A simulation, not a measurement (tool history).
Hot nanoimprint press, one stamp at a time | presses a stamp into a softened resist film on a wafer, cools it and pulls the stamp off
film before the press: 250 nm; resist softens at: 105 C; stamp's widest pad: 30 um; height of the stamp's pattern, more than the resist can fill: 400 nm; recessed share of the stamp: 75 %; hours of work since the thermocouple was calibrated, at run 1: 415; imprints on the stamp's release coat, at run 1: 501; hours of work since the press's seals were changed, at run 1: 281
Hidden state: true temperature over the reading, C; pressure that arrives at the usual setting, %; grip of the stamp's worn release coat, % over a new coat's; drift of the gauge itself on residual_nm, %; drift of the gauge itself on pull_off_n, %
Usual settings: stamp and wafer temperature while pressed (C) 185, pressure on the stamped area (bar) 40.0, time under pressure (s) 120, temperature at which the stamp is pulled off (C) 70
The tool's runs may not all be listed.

| run | hour | stamp and wafer temperature while pressed (C) | pressure on the stamped area (bar) | time under pressure (s) | temperature at which the stamp is pulled off (C) | hours of work since the thermocouple was calibrated | imprints on the stamp's release coat | hours of work since the press's seals were changed | resist left under the stamp's widest pad (nm) | greatest force while the stamp is pulled off (N) |
|---|---|---|---|---|---|---|---|---|---|---|
| 1 | 0.0 | 185 | 40.0 | 120 | 70 | 415 | 501 | 281 | 91.6 | 214 |
| 2 | 6.0 | 185 | 40.0 | 120 | 70 | 418 | 514 | 284 | 91.4 | 219 |
| 3 | 14.4 | 191 | 40.0 | 120 | 70 | 423 | 533 | 289 | 77.1 | 215 |
| 4 | 20.9 | 191 | 40.0 | 120 | 70 | 427 | 548 | 293 | 75.2 | 215 |
| 5 | 26.2 | 185 | 40.0 | 231 | 70 | 431 | 560 | 297 | 70.5 | 217 |
| 6 | 35.8 | 185 | 40.0 | 231 | 70 | 436 | 582 | 302 | 70.3 | 223 |
| 7 | 45.0 | 185 | 40.0 | 120 | 68 | 442 | 603 | 308 | 90.4 | 236 |
| 8 | 56.5 | 185 | 40.0 | 120 | 68 | 449 | 629 | 315 | 89.4 | 236 |
| 9 | 65.5 | 185 | 40.0 | 120 | 68 | 455 | 650 | 321 | 89.8 | 231 |
| 10 | 76.4 | 185 | 40.0 | 136 | 70 | 461 | 674 | 327 | 85.7 | 229 |
| 11 | 82.3 | 185 | 40.0 | 136 | 61 | 465 | 688 | 331 | 85.6 | 273 |
| 12 | 93.4 | 185 | 40.0 | 136 | 61 | 472 | 713 | 337 | 86.0 | 272 |
| 13 | 103.5 | 185 | 40.0 | 120 | 73 | 478 | 736 | 344 | 89.8 | 208 |
| 14 | 110.5 | 185 | 59.5 | 120 | 72 | 482 | 752 | 348 | 73.0 | 218 |
| 15 | 122.0 | 185 | 59.5 | 120 | 72 | 489 | 778 | 355 | 73.0 | 217 |
| 16 | 133.3 | 185 | 59.5 | 120 | 72 | 496 | 804 | 362 | 72.2 | 222 |
| 17 | 145.9 | 193 | 40.0 | 184 | 70 | 503 | 832 | 369 | 59.7 | 227 |
| 18 | 158.0 | 193 | 40.0 | 184 | 70 | 511 | 860 | 377 | 60.2 | 238 |
| 19 | 164.7 | 185 | 30.2 | 120 | 67 | 515 | 875 | 381 | 103.9 | 248 |
| 20 | 174.4 | 185 | 30.2 | 120 | 67 | 521 | 897 | 387 | 103.8 | 254 |
| 21 | 180.3 | 177 | 26.7 | 113 | 57 | 524 | 911 | 390 | 138.7 | 298 |
| 22 | 188.2 | 185 | 40.0 | 120 | 76 | 529 | 929 | 395 | 89.3 | 202 |
| 23 | 195.4 | 180 | 40.0 | 120 | 70 | 534 | 945 | 400 | 102.6 | 237 |
| 24 | 206.9 | 189 | 40.0 | 121 | 72 | 541 | 971 | 407 | 79.9 | 228 |
| 25 | 218.3 | 195 | 47.4 | 104 | 77 | 547 | 997 | 413 | 64.7 | 210 |
| 26 | 229.7 | 185 | 27.8 | 197 | 74 | 554 | 1023 | 420 | 89.5 | 223 |

Forecast each of these 3 alternatives for the next run:
| A | 236.0 | 179 | 34.4 | 161 | 74 | 558 | 1038 | 424 | ? | ? |
| B | 236.0 | 185 | 39.8 | 197 | 74 | 558 | 1038 | 424 | ? | ? |
| C | 236.0 | 190 | 56.1 | 201 | 74 | 558 | 1038 | 424 | ? | ? |

| run | resist left under the stamp's widest pad (nm) | greatest force while the stamp is pulled off (N) |
|---|---|---|
| A | 101.4 | 210 |
| B | 73.5 | 220 |
| C | 52.1 | 217 |
Without the tool's hidden state the same runs would have given:
| run | resist left under the stamp's widest pad (nm) | greatest force while the stamp is pulled off (N) |
|---|---|---|
| A | 108.5 | 168 |
| B | 78.6 | 176 |
| C | 55.5 | 174 |
